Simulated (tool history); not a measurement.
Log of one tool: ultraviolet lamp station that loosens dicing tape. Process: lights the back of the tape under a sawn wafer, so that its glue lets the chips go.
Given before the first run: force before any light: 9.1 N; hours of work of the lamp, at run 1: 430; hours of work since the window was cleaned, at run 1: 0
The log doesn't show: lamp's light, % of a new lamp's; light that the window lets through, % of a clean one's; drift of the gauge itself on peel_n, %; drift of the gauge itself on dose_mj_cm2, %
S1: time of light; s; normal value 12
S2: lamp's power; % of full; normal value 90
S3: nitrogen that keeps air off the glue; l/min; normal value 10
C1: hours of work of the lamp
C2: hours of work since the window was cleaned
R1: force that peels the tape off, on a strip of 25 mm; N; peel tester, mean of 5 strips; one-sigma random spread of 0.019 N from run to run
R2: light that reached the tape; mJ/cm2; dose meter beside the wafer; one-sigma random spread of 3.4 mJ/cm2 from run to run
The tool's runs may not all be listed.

run   hour  S1  S2  S3   C1   C2     R1    R2
  1      0  12  90  10  430    0  0.912   542
  2   26.9  12  90  10  448   19  0.927   540
  3   43.5  12  90  10  460   30  0.922   537
  4   56.1  22  90  10  469   39   0.31   987
  5     77  22  90  10  483   53  0.301   993
  6  101.5  13  90  10  500   70  0.786   588
  7    120  13  69  10  513   83  1.304   447
  8  146.8  13  69  10  531  102  1.325   446
  9  159.6  12  68  10  540  111  1.517   402
 10  174.7  12  61  10  551  121   1.87   367
 11  187.1   8  90  10  559  130  1.931   356
 12  204.1   8  90  10  571  141  1.872   364
 13  227.8  12  90  10  587  158   0.95   544
 14  246.2  12  90  10  600  171  0.943   537
 15  271.3  12  84  10  618  188   1.05   507
 16  294.8  12  83  10  634  204  1.051   489
 17  308.3  21  63  12  643  213  0.548   662
 18  323.4  12  78   4  654  224  2.198   465
 19    343  18  90   4  667  237   0.87   811
 20  354.4  17  69  10  675  245  0.786   583
 21  373.9  22  89  10  689  259  0.315   969
 22  394.1  14  65   7  703  273  1.543   456
 23  406.6  19  81  10  711  282  0.466   764
 24  430.7   8  68   6  728  298  3.225   273
 25  443.2  12  95  10  737  307  0.805   568
 26  460.7  21  91  10  749  319  0.321   960
 27    474  24  91   9  758  328  0.292  1093
 28  494.7   7  66   5  772  343  3.962   232
 29  511.4  12  85  10  784  354  1.018   506

Predict each of these 4 candidate next runs independently; none follows another, all start after run 29:
  A  527.3  10  77  10  795  365   ?   ?
  B  527.3  12  68   9  795  365   ?   ?
  C  527.3   9  87   5  795  365   ?   ?
  D  527.3  13  83   5  795  365   ?   ?

run     R1   R2
  A  1.653  386
  B  1.623  411
  C  2.405  389
  D  1.533  534
With no hidden state in the tool, these same runs would have given:
run     R1   R2
  A  1.645  387
  B  1.615  413
  C  2.394  390
  D  1.525  535
